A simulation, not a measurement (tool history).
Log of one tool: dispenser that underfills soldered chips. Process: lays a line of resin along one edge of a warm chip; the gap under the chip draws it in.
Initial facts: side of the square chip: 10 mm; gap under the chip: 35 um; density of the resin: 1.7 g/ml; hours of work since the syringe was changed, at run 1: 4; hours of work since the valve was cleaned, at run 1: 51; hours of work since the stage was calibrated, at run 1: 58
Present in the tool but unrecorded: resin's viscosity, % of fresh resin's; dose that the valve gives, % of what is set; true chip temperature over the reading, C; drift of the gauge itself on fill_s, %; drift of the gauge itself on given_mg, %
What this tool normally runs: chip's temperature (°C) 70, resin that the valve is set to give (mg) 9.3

run	hour	chip's temperature (°C)	resin that the valve is set to give (mg)	hours of work since the syringe was changed	hours of work since the valve was cleaned	hours of work since the stage was calibrated	time until the resin shows at the far edge (s)	resin that the valve gave (mg)
1	0	70	9.3	4	51	58	146.9	8.88
2	3.6	70	9.3	7	53	60	182.2	8.93
# hour 7.4: new syringe of resin
3	10.9	80	9.3	3	58	65	88.9	8.9
4	17.3	80	9.3	7	63	70	130.1	8.81
# hour 20.6: new syringe of resin
5	23.8	80	9.3	2	68	75	86.4	8.85
6	30.3	80	9.3	7	72	80	128.5	8.79
# hour 33.9: new syringe of resin
7	34.9	64	9.3	1	76	83	139.3	8.71
8	38.2	64	9.3	3	78	85	171.7	8.77
9	42.7	70	10.31	6	81	88	175.2	9.65
# hour 46.8: new syringe of resin
10	46.8	70	10.31	0	84	91	99	9.53
11	53.8	70	10.31	5	89	96	153.4	9.54
12	58.6	70	10.31	9	93	100	205.4	9.59
# hour 59.8: new syringe of resin
13	65.7	70	10.31	4	98	105	147.7	9.44
14	70.1	70	10.31	8	101	108	197.5	9.45
# hour 72.9: new syringe of resin
15	74	70	10.31	1	104	111	109	9.48
16	79.3	65	11.88	5	108	115	180.4	10.91
17	83.9	65	11.88	8	111	118	239.1	10.84
# hour 85.9: new syringe of resin
18	87.1	57	9.15	1	113	120	190.6	8.29
19	93.9	57	9.15	6	118	125	289	8.24
# hour 98.8: new syringe of resin
20	99.8	57	9.15	1	122	129	181.8	8.29
21	105.8	78	10.37	5	127	134	117.3	9.39

Predict the results of run 22:
22	110.3	62	8.77	9	130	137	?	?

For run 22 the tool returned time until the resin shows at the far edge (s) 299.5, resin that the valve gave (mg) 7.82.
With no hidden state in the tool, this same run would have given time until the resin shows at the far edge (s) 139.3, resin that the valve gave (mg) 8.75.

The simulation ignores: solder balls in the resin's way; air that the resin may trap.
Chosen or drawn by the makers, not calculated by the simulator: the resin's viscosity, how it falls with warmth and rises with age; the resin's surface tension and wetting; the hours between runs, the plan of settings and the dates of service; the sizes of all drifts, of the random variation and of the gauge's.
